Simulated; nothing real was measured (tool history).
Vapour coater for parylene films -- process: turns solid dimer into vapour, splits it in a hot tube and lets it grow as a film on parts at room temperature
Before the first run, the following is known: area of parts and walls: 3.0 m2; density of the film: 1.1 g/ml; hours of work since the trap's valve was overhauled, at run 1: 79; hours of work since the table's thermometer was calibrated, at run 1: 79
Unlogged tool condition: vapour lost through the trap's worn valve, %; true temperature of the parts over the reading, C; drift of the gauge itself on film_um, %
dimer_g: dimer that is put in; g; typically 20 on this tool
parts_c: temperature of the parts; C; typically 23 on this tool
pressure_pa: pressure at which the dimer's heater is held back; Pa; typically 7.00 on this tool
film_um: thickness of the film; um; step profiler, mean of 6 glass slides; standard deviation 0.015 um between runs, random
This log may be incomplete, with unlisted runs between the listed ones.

run	day	dimer_g	parts_c	pressure_pa	hours of work since the trap's valve was overhauled	hours of work since the table's thermometer was calibrated	film_um
1	0.000	20	23	7.00	79	79	4.50
2	2.100	16	23	7.00	124	124	3.58
3	3.979	16	23	7.00	164	164	3.60
4	7.154	20	23	7.00	231	231	4.49
5	9.967	10	23	7.00	290	290	2.24
# day 11.829: trap's valve overhauled
6	13.371	20	23	7.00	33	359	4.49
7	16.554	20	23	7.00	100	426	4.50
8	18.896	20	23	7.00	149	475	4.50
9	22.038	20	23	7.00	216	542	4.49
10	23.992	20	23	7.00	257	583	4.49
11	26.258	20	23	7.00	305	631	4.53
# day 27.450: trap's valve overhauled
12	29.308	20	23	7.00	39	692	4.50
13	31.588	20	26	6.58	87	740	4.01
14	34.696	29	32	10.34	153	806	4.41
15	36.308	29	32	10.34	187	840	4.41
16	39.096	13	18	5.76	246	899	3.64
17	42.138	13	18	5.76	310	963	3.63
# day 42.992: trap's valve overhauled
18	43.904	13	23	2.55	19	997	3.19
# day 45.588: table's thermometer calibrated
19	46.092	15	24	7.00	65	11	3.23
20	49.317	20	19	2.22	133	79	5.81
21	52.458	20	19	2.22	199	145	5.85
22	55.621	15	30	3.50	266	212	2.72
# day 58.617: trap's valve overhauled
23	58.617	12	32	7.00	0	272	1.89

3 options for the next run, each taken on its own from the tool as it stands now. Forecast them:
A	61.217	8	24	7.00	55	327	?
B	61.217	10	32	7.00	55	327	?
C	61.217	28	18	8.31	55	327	?

run	film_um
A	1.73
B	1.57
C	7.62
With no hidden state in the tool, these same runs would have given:
run	film_um
A	1.73
B	1.57
C	7.62

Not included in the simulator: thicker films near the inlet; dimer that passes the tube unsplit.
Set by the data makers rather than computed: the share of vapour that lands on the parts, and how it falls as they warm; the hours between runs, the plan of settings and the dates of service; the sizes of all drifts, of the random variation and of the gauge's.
